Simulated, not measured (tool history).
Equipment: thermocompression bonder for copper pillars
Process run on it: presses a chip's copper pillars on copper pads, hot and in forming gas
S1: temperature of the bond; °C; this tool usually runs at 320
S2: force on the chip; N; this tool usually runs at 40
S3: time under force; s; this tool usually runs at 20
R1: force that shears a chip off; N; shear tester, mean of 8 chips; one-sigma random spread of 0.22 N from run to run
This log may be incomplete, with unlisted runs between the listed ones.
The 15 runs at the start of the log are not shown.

run 16 hour=299.6 | S1=320 S2=32 S3=20 | R1=59.2
run 17 hour=313.8 | S1=320 S2=32 S3=20 | R1=59.5
run 18 hour=325.9 | S1=320 S2=32 S3=20 | R1=59.3
run 19 hour=345.7 | S1=292 S2=40 S3=20 | R1=52.0
run 20 hour=357.7 | S1=292 S2=40 S3=20 | R1=52.0
run 21 hour=380.1 | S1=323 S2=40 S3=33 | R1=72.7
run 22 hour=407.3 | S1=295 S2=39 S3=58 | R1=68.2
run 23 hour=430.8 | S1=295 S2=39 S3=58 | R1=68.3
run 24 hour=446.9 | S1=295 S2=49 S3=15 | R1=53.6
run 25 hour=463.6 | S1=295 S2=49 S3=15 | R1=53.0
run 26 hour=488.1 | S1=320 S2=56 S3=20 | R1=71.1

What does the tool deliver on the next run?
run 27 hour=502.8 | S1=312 S2=38 S3=38 | R1=?

Run 27 produced R1 68.3 N.
Take away the tool's hidden state, keep the run-to-run variation as it was, and the same run would have given R1 68.7 N.
